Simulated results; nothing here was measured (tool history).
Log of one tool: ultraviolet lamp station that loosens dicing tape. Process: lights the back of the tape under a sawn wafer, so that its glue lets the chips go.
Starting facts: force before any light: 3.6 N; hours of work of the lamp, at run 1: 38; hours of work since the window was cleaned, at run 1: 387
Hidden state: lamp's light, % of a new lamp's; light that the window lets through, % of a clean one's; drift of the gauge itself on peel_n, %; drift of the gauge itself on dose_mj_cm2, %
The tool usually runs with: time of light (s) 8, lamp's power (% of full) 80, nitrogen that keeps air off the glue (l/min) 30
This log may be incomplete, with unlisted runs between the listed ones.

| run | hour | time of light (s) | lamp's power (% of full) | nitrogen that keeps air off the glue (l/min) | hours of work of the lamp | hours of work since the window was cleaned | force that peels the tape off (N) | light that reached the tape (mJ/cm²) |
|---|---|---|---|---|---|---|---|---|
| 1 | 0 | 8 | 80 | 30 | 38 | 387 | 0.285 | 234 |
| 2 | 17.7 | 8 | 80 | 30 | 47 | 396 | 0.28 | 232 |
| 3 | 35.1 | 8 | 80 | 30 | 56 | 405 | 0.272 | 235 |
| 4 | 51.4 | 8 | 80 | 30 | 65 | 414 | 0.297 | 230 |
| 5 | 69.6 | 8 | 68 | 30 | 74 | 423 | 0.332 | 193 |
| 6 | 77.2 | 8 | 68 | 30 | 78 | 427 | 0.356 | 191 |
| 7 | 90.8 | 8 | 79 | 30 | 85 | 434 | 0.283 | 223 |
| 8 | 109 | 8 | 79 | 30 | 94 | 444 | 0.308 | 226 |
| 9 | 123.8 | 8 | 79 | 30 | 102 | 451 | 0.303 | 222 |
| 10 | 138.4 | 8 | 71 | 30 | 110 | 459 | 0.341 | 201 |
| 11 | 150 | 8 | 80 | 18 | 116 | 465 | 0.319 | 224 |
|  | 152 | window cleaned of glue's vapour |
| 12 | 163.3 | 5 | 68 | 32 | 122 | 6 | 0.731 | 114 |
| 13 | 173.8 | 5 | 68 | 32 | 128 | 11 | 0.736 | 113 |
| 14 | 186.7 | 12 | 80 | 12 | 134 | 18 | 0.256 | 321 |
|  | 195.2 | window cleaned of glue's vapour, once more |
| 15 | 199.3 | 8 | 80 | 13 | 141 | 2 | 0.318 | 246 |
| 16 | 217 | 8 | 88 | 29 | 150 | 11 | 0.248 | 268 |
| 17 | 230.5 | 5 | 62 | 9 | 157 | 18 | 0.972 | 117 |
| 18 | 242.7 | 5 | 62 | 9 | 163 | 25 | 0.906 | 116 |
| 19 | 251.9 | 5 | 62 | 9 | 168 | 29 | 0.95 | 115 |
| 20 | 265.7 | 5 | 63 | 36 | 175 | 37 | 0.672 | 121 |
| 21 | 277.9 | 11 | 80 | 10 | 181 | 43 | 0.254 | 332 |
| 22 | 291.3 | 11 | 63 | 23 | 188 | 50 | 0.26 | 258 |

What if the next run were any one of these 3? Each begins from the tool's condition after run 22:
| A | 302.8 | 8 | 99 | 39 | 194 | 56 | ? | ? |
| B | 302.8 | 7 | 76 | 23 | 194 | 56 | ? | ? |
| C | 302.8 | 8 | 87 | 30 | 194 | 56 | ? | ? |

| run | force that peels the tape off (N) | light that reached the tape (mJ/cm²) |
|---|---|---|
| A | 0.227 | 298 |
| B | 0.372 | 200 |
| C | 0.252 | 260 |
Without the tool's hidden state the same runs would have given:
| run | force that peels the tape off (N) | light that reached the tape (mJ/cm²) |
|---|---|---|
| A | 0.221 | 320 |
| B | 0.342 | 214 |
| C | 0.24 | 279 |
